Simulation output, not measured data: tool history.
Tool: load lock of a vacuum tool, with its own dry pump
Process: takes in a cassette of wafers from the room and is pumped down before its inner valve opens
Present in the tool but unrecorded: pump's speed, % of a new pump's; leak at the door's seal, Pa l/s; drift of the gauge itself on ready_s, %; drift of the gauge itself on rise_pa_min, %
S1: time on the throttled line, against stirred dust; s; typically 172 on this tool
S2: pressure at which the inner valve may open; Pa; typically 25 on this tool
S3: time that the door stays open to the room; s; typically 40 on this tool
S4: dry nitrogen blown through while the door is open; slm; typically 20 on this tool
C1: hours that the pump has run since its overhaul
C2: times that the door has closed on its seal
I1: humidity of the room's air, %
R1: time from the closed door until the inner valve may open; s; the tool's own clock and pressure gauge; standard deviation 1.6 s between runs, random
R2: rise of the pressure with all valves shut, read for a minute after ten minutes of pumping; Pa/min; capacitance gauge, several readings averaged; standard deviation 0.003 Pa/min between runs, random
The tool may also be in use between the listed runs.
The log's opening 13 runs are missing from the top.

run    hour   S1  S2   S3  S4    C1     C2    I1     R1     R2
 14  1997.4  201  25   40  13  3563  11431  46.2  290.4  0.025
 15  2208.3  172  25   40  20  3774  11847  43.8  268.4  0.024
 16  2342.4  172  25   40  20  3908  12112  47.0  266.0  0.018
 17  2500.9  172  25   40  20  4067  12425  44.1  264.2  0.021
 18  2614.5  172  25   40  20  4180  12649  45.0  267.7  0.018
 19  2726.2  172  25   40  20  4292  12870  45.5  264.4  0.019
 20  2816.9   96  25   40   8  4383  13049  43.1  195.9  0.026
 21  3003.2  170  19   52  20  4569  13417  49.2  269.3  0.030
 22  3209.5  170  37  185  20  4775  13824  44.0  260.9  0.043
 23  3408.6  170  19  173  20  4974  14217  43.8  268.5  0.038
 24  3555.4  214  30   40  20  5121  14507  43.5  300.3  0.021
 25  3753.0  276  29  115  11  5319  14897  41.7  362.2  0.039
 26  3863.7  276  29  115  11  5430  15116  45.0  355.2  0.041
 27  4074.1  172  25  240  20  5640  15531  45.5  267.9  0.055
 28  4276.5  172  28   40  20  5842  15931  42.6  263.8  0.027
 29  4474.9  247  28   43   6  6041  16323  43.2  333.6  0.026
 30  4660.2  172  19   40   5  6226  16689  45.9  267.6  0.032
 31  4794.0  172  19   40   5  6360  16953  43.8  268.1  0.034

Run 32 is up next; what results do you expect?
 32  4984.4  212  28  52   7  6550  17329  46.1   ?   ?

{"run 32": {"R1": 300.5, "R2": 0.04}}
If the tool had no hidden condition, the same run with the same run-to-run variation would have returned R1 300.4 s, R2 0.039 Pa/min.

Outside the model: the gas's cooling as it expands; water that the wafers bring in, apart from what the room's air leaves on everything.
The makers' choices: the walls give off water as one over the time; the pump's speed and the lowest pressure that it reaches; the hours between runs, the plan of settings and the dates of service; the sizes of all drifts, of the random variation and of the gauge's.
